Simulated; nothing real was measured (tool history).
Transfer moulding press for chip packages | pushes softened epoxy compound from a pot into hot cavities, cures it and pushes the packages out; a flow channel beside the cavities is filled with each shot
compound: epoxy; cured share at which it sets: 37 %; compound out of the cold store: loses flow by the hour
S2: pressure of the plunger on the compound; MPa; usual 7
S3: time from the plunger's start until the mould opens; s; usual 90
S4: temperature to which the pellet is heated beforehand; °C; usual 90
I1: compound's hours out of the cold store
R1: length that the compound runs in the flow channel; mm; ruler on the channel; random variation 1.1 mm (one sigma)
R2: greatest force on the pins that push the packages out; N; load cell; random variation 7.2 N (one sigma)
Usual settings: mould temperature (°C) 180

run 1 hour=0 | mould_temperature_(°C)=180 S2=7 S3=90 S4=90 | I1=37.5 | R1=673 R2=291
run 2 hour=13.3 | mould_temperature_(°C)=180 S2=6.26 S3=90 S4=90 | I1=41.6 | R1=630 R2=270
-- hour=19.9 cavities cleaned with cleaning compound and waxed
run 3 hour=22.2 | mould_temperature_(°C)=180 S2=7 S3=90 S4=90 | I1=29.7 | R1=689 R2=283
run 4 hour=37.5 | mould_temperature_(°C)=180 S2=7 S3=90 S4=90 | I1=35.1 | R1=678 R2=298
run 5 hour=46.1 | mould_temperature_(°C)=180 S2=7 S3=90 S4=90 | I1=44.9 | R1=662 R2=291
run 6 hour=54.1 | mould_temperature_(°C)=180 S2=7 S3=90 S4=89 | I1=31.2 | R1=686 R2=295
run 7 hour=61.4 | mould_temperature_(°C)=180 S2=5.92 S3=90 S4=89 | I1=19.4 | R1=647 R2=306
run 8 hour=68.5 | mould_temperature_(°C)=180 S2=5.92 S3=90 S4=89 | I1=40.4 | R1=615 R2=292
run 9 hour=78.5 | mould_temperature_(°C)=180 S2=5.92 S3=90 S4=89 | I1=22.4 | R1=644 R2=296
run 10 hour=92.9 | mould_temperature_(°C)=180 S2=7 S3=82 S4=90 | I1=11.2 | R1=720 R2=386
run 11 hour=103.8 | mould_temperature_(°C)=180 S2=7 S3=82 S4=90 | I1=22 | R1=701 R2=366
-- hour=107 cavities cleaned with cleaning compound and waxed
run 12 hour=112.3 | mould_temperature_(°C)=180 S2=7 S3=82 S4=90 | I1=12.5 | R1=718 R2=368
run 13 hour=124.3 | mould_temperature_(°C)=180 S2=7 S3=82 S4=90 | I1=18.1 | R1=708 R2=359
run 14 hour=138.7 | mould_temperature_(°C)=180 S2=7 S3=90 S4=92 | I1=13.3 | R1=718 R2=297
run 15 hour=145.7 | mould_temperature_(°C)=185 S2=8.11 S3=90 S4=92 | I1=16.3 | R1=750 R2=245
run 16 hour=159.4 | mould_temperature_(°C)=185 S2=8.11 S3=86 S4=92 | I1=40 | R1=705 R2=253
run 17 hour=173.4 | mould_temperature_(°C)=185 S2=8.11 S3=86 S4=92 | I1=35.9 | R1=713 R2=249
run 18 hour=188.6 | mould_temperature_(°C)=174 S2=8.11 S3=105 S4=92 | I1=29.4 | R1=759 R2=320
-- hour=194.6 cavities cleaned with cleaning compound and waxed
-- hour=204.3 plunger's sealing rings changed
run 19 hour=205.1 | mould_temperature_(°C)=174 S2=8.11 S3=105 S4=92 | I1=11.9 | R1=798 R2=316
run 20 hour=214.4 | mould_temperature_(°C)=174 S2=8.11 S3=105 S4=92 | I1=40.2 | R1=741 R2=312
run 21 hour=225.9 | mould_temperature_(°C)=186 S2=7 S3=90 S4=90 | I1=13.4 | R1=698 R2=238
run 22 hour=235.1 | mould_temperature_(°C)=179 S2=6.86 S3=119 S4=85 | I1=44 | R1=660 R2=216
run 23 hour=241.6 | mould_temperature_(°C)=179 S2=6.86 S3=119 S4=85 | I1=25.5 | R1=691 R2=226
run 24 hour=251.5 | mould_temperature_(°C)=180 S2=7 S3=77 S4=80 | I1=15.8 | R1=714 R2=443
run 25 hour=263.2 | mould_temperature_(°C)=180 S2=7 S3=77 S4=80 | I1=34.2 | R1=680 R2=413
run 26 hour=278.4 | mould_temperature_(°C)=183 S2=8.04 S3=110 S4=85 | I1=22.9 | R1=742 R2=200
-- hour=284.3 cavities cleaned with cleaning compound and waxed
run 27 hour=290.4 | mould_temperature_(°C)=183 S2=8.43 S3=110 S4=81 | I1=14.9 | R1=774 R2=204
run 28 hour=304.3 | mould_temperature_(°C)=183 S2=8.43 S3=110 S4=81 | I1=23 | R1=758 R2=210

Forecast each of these 4 alternatives for the next run:
run A hour=313.7 | mould_temperature_(°C)=174 S2=5.86 S3=110 S4=80 | I1=24.7 | R1=? R2=?
run B hour=313.7 | mould_temperature_(°C)=183 S2=7.56 S3=71 S4=93 | I1=47.4 | R1=? R2=?
run C hour=313.7 | mould_temperature_(°C)=172 S2=7.26 S3=92 S4=90 | I1=22.9 | R1=? R2=?
run D hour=313.7 | mould_temperature_(°C)=183 S2=8.43 S3=108 S4=81 | I1=24.5 | R1=? R2=?

run=A R1=656 R2=302
run=B R1=673 R2=385
run=C R1=739 R2=497
run=D R1=756 R2=209
Without the tool's hidden state the same runs would have given:
run=A R1=656 R2=300
run=B R1=674 R2=383
run=C R1=739 R2=495
run=D R1=756 R2=208
